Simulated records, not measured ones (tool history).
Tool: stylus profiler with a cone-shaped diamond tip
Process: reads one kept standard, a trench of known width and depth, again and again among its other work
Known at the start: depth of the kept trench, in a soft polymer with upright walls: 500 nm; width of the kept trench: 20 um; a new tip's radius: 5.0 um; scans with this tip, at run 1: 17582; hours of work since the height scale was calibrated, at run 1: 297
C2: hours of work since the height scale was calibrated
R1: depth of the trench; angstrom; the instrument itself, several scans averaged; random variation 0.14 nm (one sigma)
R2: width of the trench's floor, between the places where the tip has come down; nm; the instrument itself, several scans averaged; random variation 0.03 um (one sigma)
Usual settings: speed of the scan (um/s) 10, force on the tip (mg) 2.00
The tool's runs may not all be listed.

Run 1, hour 0.0: usual settings; scans with this tip 17582; C2 297. Result: R1 5053.7 angstrom, R2 12700 nm.
Run 2, hour 67.0: usual settings; scans with this tip 17962; C2 344. Result: R1 5054.4 angstrom, R2 12690 nm.
Run 3, hour 113.8: usual settings; scans with this tip 18228; C2 378. Result: R1 5052.3 angstrom, R2 12700 nm.
Run 4, hour 157.7: usual settings; scans with this tip 18478; C2 409. Result: R1 5050.0 angstrom, R2 12620 nm.
Run 5, hour 222.6: usual settings; scans with this tip 18847; C2 455. Result: R1 5052.7 angstrom, R2 12590 nm.
Run 6, hour 273.3: usual settings; scans with this tip 19135; C2 491. Result: R1 5051.2 angstrom, R2 12560 nm.
At hour 276.9: height scale calibrated on a step standard.
Run 7, hour 345.8: usual settings; scans with this tip 19544; C2 49. Result: R1 5044.8 angstrom, R2 12520 nm.
Run 8, hour 395.0: usual settings; scans with this tip 19824; C2 84. Result: R1 5045.1 angstrom, R2 12470 nm.
Run 9, hour 436.5: usual settings but force on the tip (mg) 1.05; scans with this tip 20059; C2 114. Result: R1 5021.9 angstrom, R2 12440 nm.
Run 10, hour 486.7: usual settings but speed of the scan (um/s) 12, force on the tip (mg) 3.87; scans with this tip 20345; C2 149. Result: R1 5079.4 angstrom, R2 12420 nm.
Run 11, hour 539.6: usual settings but force on the tip (mg) 4.86; scans with this tip 20645; C2 187. Result: R1 5092.3 angstrom, R2 12390 nm.
Run 12, hour 615.1: usual settings but speed of the scan (um/s) 2, force on the tip (mg) 4.31; scans with this tip 21075; C2 241. Result: R1 5084.4 angstrom, R2 12390 nm.
Run 13, hour 654.9: usual settings but speed of the scan (um/s) 2, force on the tip (mg) 4.31; scans with this tip 21301; C2 269. Result: R1 5084.2 angstrom, R2 12300 nm.

Hidden state at the last listed run before each entry between runs and at the first one after, where it differs:
Between runs 6 and 7: height scale calibrated on a step standard (hour 276.9)
  radius of the tip, um: 13.96 -> 14.16; height scale over the true one, %: -0.238 -> -0.349
  measured less the result without the state, R1: -12.1 -> -17.6 angstrom; R2: -3050 -> -3100 nm
